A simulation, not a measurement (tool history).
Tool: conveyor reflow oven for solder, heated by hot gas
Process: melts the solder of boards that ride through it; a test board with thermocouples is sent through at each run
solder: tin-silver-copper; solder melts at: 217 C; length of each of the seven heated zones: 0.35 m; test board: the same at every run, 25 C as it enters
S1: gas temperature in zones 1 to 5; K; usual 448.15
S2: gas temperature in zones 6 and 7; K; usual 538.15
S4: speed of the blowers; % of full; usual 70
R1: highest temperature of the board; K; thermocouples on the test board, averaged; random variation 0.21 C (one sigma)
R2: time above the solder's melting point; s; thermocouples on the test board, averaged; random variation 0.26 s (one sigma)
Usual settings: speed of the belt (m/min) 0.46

{"run": 1, "hour": 0.0, "S1": 448.15, "S2": 538.15, "speed of the belt (m/min)": 0.46, "S4": 70, "R1": 516.65, "R2": 58.8}
{"run": 2, "hour": 30.1, "S1": 448.15, "S2": 538.15, "speed of the belt (m/min)": 0.46, "S4": 70, "R1": 516.25, "R2": 58.5}
{"run": 3, "hour": 45.5, "S1": 448.15, "S2": 538.15, "speed of the belt (m/min)": 0.46, "S4": 70, "R1": 516.75, "R2": 57.9}
{"run": 4, "hour": 57.9, "S1": 448.15, "S2": 538.15, "speed of the belt (m/min)": 0.46, "S4": 70, "R1": 516.75, "R2": 58}
{"run": 5, "hour": 86.2, "S1": 448.15, "S2": 538.15, "speed of the belt (m/min)": 0.399, "S4": 70, "R1": 520.75, "R2": 74.9}
{"run": 6, "hour": 103.0, "S1": 448.15, "S2": 543.15, "speed of the belt (m/min)": 0.399, "S4": 70, "R1": 525.45, "R2": 79}
{"run": 7, "hour": 125.6, "S1": 448.15, "S2": 543.15, "speed of the belt (m/min)": 0.399, "S4": 70, "R1": 525.05, "R2": 78.9}
{"run": 8, "hour": 151.8, "S1": 448.15, "S2": 543.15, "speed of the belt (m/min)": 0.399, "S4": 70, "R1": 524.85, "R2": 79.3}
{"run": 9, "hour": 170.6, "S1": 448.15, "S2": 543.15, "speed of the belt (m/min)": 0.399, "S4": 70, "R1": 524.55, "R2": 78.3}
{"run": 10, "hour": 186.6, "S1": 448.15, "S2": 538.15, "speed of the belt (m/min)": 0.46, "S4": 70, "R1": 515.65, "R2": 57.3}
{"run": 11, "hour": 206.1, "S1": 448.15, "S2": 538.15, "speed of the belt (m/min)": 0.46, "S4": 70, "R1": 515.65, "R2": 57.3}
{"run": 12, "hour": 219.1, "S1": 448.15, "S2": 538.15, "speed of the belt (m/min)": 0.46, "S4": 70, "R1": 515.45, "R2": 56.8}
{"run": 13, "hour": 245.1, "S1": 448.15, "S2": 538.15, "speed of the belt (m/min)": 0.46, "S4": 70, "R1": 514.95, "R2": 56.6}
{"run": 14, "hour": 270.6, "S1": 448.15, "S2": 538.15, "speed of the belt (m/min)": 0.46, "S4": 70, "R1": 515.15, "R2": 56.6}
{"run": 15, "hour": 286.4, "S1": 448.15, "S2": 538.15, "speed of the belt (m/min)": 0.46, "S4": 70, "R1": 514.95, "R2": 56.1}
{"run": 16, "hour": 306.3, "S1": 448.15, "S2": 538.15, "speed of the belt (m/min)": 0.46, "S4": 70, "R1": 515.25, "R2": 56}
{"run": 17, "hour": 321.2, "S1": 435.15, "S2": 543.15, "speed of the belt (m/min)": 0.546, "S4": 66, "R1": 505.85, "R2": 29.7}
{"hour": 327.7, "done": "flux residue cleaned out of gas plates and filters"}
{"run": 18, "hour": 347.5, "S1": 463.15, "S2": 529.15, "speed of the belt (m/min)": 0.46, "S4": 70, "R1": 512.75, "R2": 62.7}
{"run": 19, "hour": 368.4, "S1": 463.15, "S2": 550.15, "speed of the belt (m/min)": 0.46, "S4": 70, "R1": 529.85, "R2": 79}
{"run": 20, "hour": 387.9, "S1": 448.15, "S2": 531.15, "speed of the belt (m/min)": 0.448, "S4": 70, "R1": 511.75, "R2": 54.3}
{"run": 21, "hour": 415.1, "S1": 448.15, "S2": 549.15, "speed of the belt (m/min)": 0.384, "S4": 70, "R1": 531.85, "R2": 89.2}
{"run": 22, "hour": 432.1, "S1": 448.15, "S2": 549.15, "speed of the belt (m/min)": 0.384, "S4": 70, "R1": 531.35, "R2": 89}
{"run": 23, "hour": 452.8, "S1": 448.15, "S2": 538.15, "speed of the belt (m/min)": 0.46, "S4": 66, "R1": 515.05, "R2": 56}
{"run": 24, "hour": 465.3, "S1": 442.15, "S2": 538.15, "speed of the belt (m/min)": 0.48, "S4": 66, "R1": 511.45, "R2": 46.7}
{"run": 25, "hour": 486.5, "S1": 442.15, "S2": 538.15, "speed of the belt (m/min)": 0.48, "S4": 66, "R1": 511.45, "R2": 46.3}
{"run": 26, "hour": 514.6, "S1": 442.15, "S2": 538.15, "speed of the belt (m/min)": 0.48, "S4": 66, "R1": 510.95, "R2": 46.1}
{"run": 27, "hour": 535.3, "S1": 448.15, "S2": 538.15, "speed of the belt (m/min)": 0.46, "S4": 83, "R1": 519.75, "R2": 63.8}

Forecast run 28:
{"run": 28, "hour": 556.1, "S1": 440.15, "S2": 538.15, "speed of the belt (m/min)": 0.415, "S4": 85, "R1": "?", "R2": "?"}

{"run 28": {"R1": 521.95, "R2": 71.1}}
Without the tool's hidden state the same run would have given R1 524.15 K, R2 72.2 s.

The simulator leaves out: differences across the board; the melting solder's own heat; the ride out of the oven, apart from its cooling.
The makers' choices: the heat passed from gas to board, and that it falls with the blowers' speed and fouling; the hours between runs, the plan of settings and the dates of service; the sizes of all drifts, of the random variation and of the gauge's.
